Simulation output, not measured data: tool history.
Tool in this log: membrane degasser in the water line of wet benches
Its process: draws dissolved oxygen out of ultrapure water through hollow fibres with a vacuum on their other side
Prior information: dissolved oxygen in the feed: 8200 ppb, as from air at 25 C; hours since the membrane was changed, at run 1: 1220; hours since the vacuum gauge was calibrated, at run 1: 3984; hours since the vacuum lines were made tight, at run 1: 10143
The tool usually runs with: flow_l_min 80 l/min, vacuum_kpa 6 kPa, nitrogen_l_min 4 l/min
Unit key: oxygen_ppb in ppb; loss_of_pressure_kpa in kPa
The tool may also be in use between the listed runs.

run,day,flow_l_min,vacuum_kpa,nitrogen_l_min,hours since the membrane was changed,hours since the vacuum gauge was calibrated,hours since the vacuum lines were made tight,oxygen_ppb,loss_of_pressure_kpa
1,0,80,6,4,1220,3984,10143,130.5,45.61
2,2.425,80,6,4,1278,4042,10202,132.2,45.86
3,4.488,80,6,6.15,1328,4092,10251,89.9,46.13
4,6.412,95,6,4,1374,4138,10297,153.9,54.57
5,8.754,95,6,4,1430,4194,10353,155.2,54.72
6,10.283,80,6,3.7,1467,4231,10390,140.4,46.22
7,11.404,80,6,3.7,1494,4258,10417,139.7,45.84
8,13.129,80,9.65,4,1535,4299,10458,287.4,46.11
9,15.196,117,6,4,1585,4349,10508,188.9,66.84
10,17.229,117,6,4,1634,4397,10557,189.6,66.97
11,19.171,80,6,4,1680,4444,10603,131.9,46.29
12,20.567,80,6,4,1714,4478,10637,131.7,45.57
13,22.762,80,6,4,1766,4530,10690,131.8,46.31
14,24.088,80,6,3.48,1798,4562,10721,148.6,46.12
15,25.704,80,6,3.48,1837,4601,10760,147,45.82
16,28.129,80,6,4,1895,4659,10818,130,46.06
17,29.933,81,6,4,1939,4702,10862,133.3,46.72
18,32.196,52,6,4,1993,4757,10916,88.6,29.83
19,34.338,52,6,4,2044,4808,10967,88.5,29.81
20,36.417,100,10.76,4,2094,4858,11017,403.9,57.25
21,37.988,100,8.61,1.8,2132,4896,11055,549.7,57.81
22,40.379,100,6.54,1.8,2189,4953,11112,351.2,57.75
23,41.679,100,6.54,1.8,2220,4984,11144,355.6,57.47
24,43.754,100,4.33,1.8,2270,5034,11193,134.5,57.87
25,45.104,100,4.33,1.8,2303,5066,11226,134.5,57.52
26,46.992,100,4.33,1.98,2348,5112,11271,126.3,57.86
27,48.071,100,4.33,1.98,2374,5138,11297,126,57.38
28,50.112,77,4.59,1.98,2423,5187,11346,121.2,44.22
29,51.208,77,4.59,1.98,2449,5213,11372,119.3,44.52
30,53.238,80,4.34,9.41,2498,5262,11421,28.4,46.01
31,54.967,101,8.29,7.82,2539,5303,11463,161.3,58.62
32,56.596,58,10.57,7.82,2578,5342,11502,134,33.43
33,58.017,80,14.77,4,2613,5376,11536,495.9,46.04

Predict each of these 3 candidate next runs independently; none follows another, all start after run 33:
A,60.325,69,14.39,10.07,2668,5432,11591,?,?
B,60.325,80,3.86,4,2668,5432,11591,?,?
C,60.325,81,3.71,4,2668,5432,11591,?,?

run,oxygen_ppb,loss_of_pressure_kpa
A,186.5,39.43
B,37.9,46.35
C,31.7,46.89
With no hidden state in the tool, these same runs would have given:
run,oxygen_ppb,loss_of_pressure_kpa
A,182.4,38.97
B,31.7,45.82
C,25.5,46.35

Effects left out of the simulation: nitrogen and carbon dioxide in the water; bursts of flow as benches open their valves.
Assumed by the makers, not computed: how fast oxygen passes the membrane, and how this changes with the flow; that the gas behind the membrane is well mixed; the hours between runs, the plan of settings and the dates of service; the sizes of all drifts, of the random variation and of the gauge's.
